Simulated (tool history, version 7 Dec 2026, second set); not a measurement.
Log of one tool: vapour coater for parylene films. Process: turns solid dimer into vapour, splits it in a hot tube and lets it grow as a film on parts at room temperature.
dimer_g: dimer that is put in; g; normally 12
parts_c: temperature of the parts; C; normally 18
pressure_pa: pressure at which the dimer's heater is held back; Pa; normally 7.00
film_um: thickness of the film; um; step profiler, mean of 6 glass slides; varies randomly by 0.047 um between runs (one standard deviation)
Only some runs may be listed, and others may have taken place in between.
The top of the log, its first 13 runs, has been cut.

{"run": 14, "hour": 596.1, "dimer_g": 12, "parts_c": 18, "pressure_pa": 7.0, "film_um": 5.37}
{"run": 15, "hour": 648.1, "dimer_g": 12, "parts_c": 18, "pressure_pa": 7.0, "film_um": 5.25}
{"run": 16, "hour": 689.9, "dimer_g": 12, "parts_c": 18, "pressure_pa": 7.0, "film_um": 5.38}
{"run": 17, "hour": 728.3, "dimer_g": 12, "parts_c": 18, "pressure_pa": 7.0, "film_um": 5.31}
{"run": 18, "hour": 784.2, "dimer_g": 12, "parts_c": 18, "pressure_pa": 7.0, "film_um": 5.33}
{"run": 19, "hour": 830.2, "dimer_g": 12, "parts_c": 23, "pressure_pa": 7.0, "film_um": 4.33}
{"run": 20, "hour": 875.3, "dimer_g": 12, "parts_c": 23, "pressure_pa": 7.0, "film_um": 4.34}
{"hour": 908.7, "done": "trap's valve overhauled"}
{"run": 21, "hour": 930.5, "dimer_g": 7, "parts_c": 18, "pressure_pa": 7.0, "film_um": 3.13}
{"run": 22, "hour": 957.8, "dimer_g": 7, "parts_c": 18, "pressure_pa": 7.0, "film_um": 3.12}
{"run": 23, "hour": 995.3, "dimer_g": 12, "parts_c": 18, "pressure_pa": 7.0, "film_um": 5.37}
{"run": 24, "hour": 1023.8, "dimer_g": 12, "parts_c": 18, "pressure_pa": 7.0, "film_um": 5.39}
{"run": 25, "hour": 1067.0, "dimer_g": 12, "parts_c": 18, "pressure_pa": 7.0, "film_um": 5.33}
{"run": 26, "hour": 1117.8, "dimer_g": 21, "parts_c": 17, "pressure_pa": 2.5, "film_um": 10.7}
{"run": 27, "hour": 1177.6, "dimer_g": 21, "parts_c": 17, "pressure_pa": 11.27, "film_um": 9.29}
{"run": 28, "hour": 1224.3, "dimer_g": 7, "parts_c": 13, "pressure_pa": 8.56, "film_um": 3.67}
{"run": 29, "hour": 1259.0, "dimer_g": 8, "parts_c": 12, "pressure_pa": 3.03, "film_um": 4.91}
{"run": 30, "hour": 1294.9, "dimer_g": 6, "parts_c": 17, "pressure_pa": 7.0, "film_um": 2.8}
{"run": 31, "hour": 1327.7, "dimer_g": 6, "parts_c": 17, "pressure_pa": 7.0, "film_um": 2.8}
{"run": 32, "hour": 1384.2, "dimer_g": 6, "parts_c": 17, "pressure_pa": 7.0, "film_um": 2.79}
{"run": 33, "hour": 1414.5, "dimer_g": 6, "parts_c": 17, "pressure_pa": 7.0, "film_um": 2.76}
{"run": 34, "hour": 1444.3, "dimer_g": 6, "parts_c": 17, "pressure_pa": 7.0, "film_um": 2.78}
{"run": 35, "hour": 1506.9, "dimer_g": 11, "parts_c": 11, "pressure_pa": 7.67, "film_um": 6.49}
{"run": 36, "hour": 1557.4, "dimer_g": 11, "parts_c": 11, "pressure_pa": 9.3, "film_um": 6.48}

Run 37 has not been measured yet. What should we expect?
{"run": 37, "hour": 1594.3, "dimer_g": 10, "parts_c": 18, "pressure_pa": 7.0, "film_um": "?"}

{"run 37": {"film_um": 4.46}}
Had the tool carried no hidden state, the very same run would have given film_um 4.48 um.
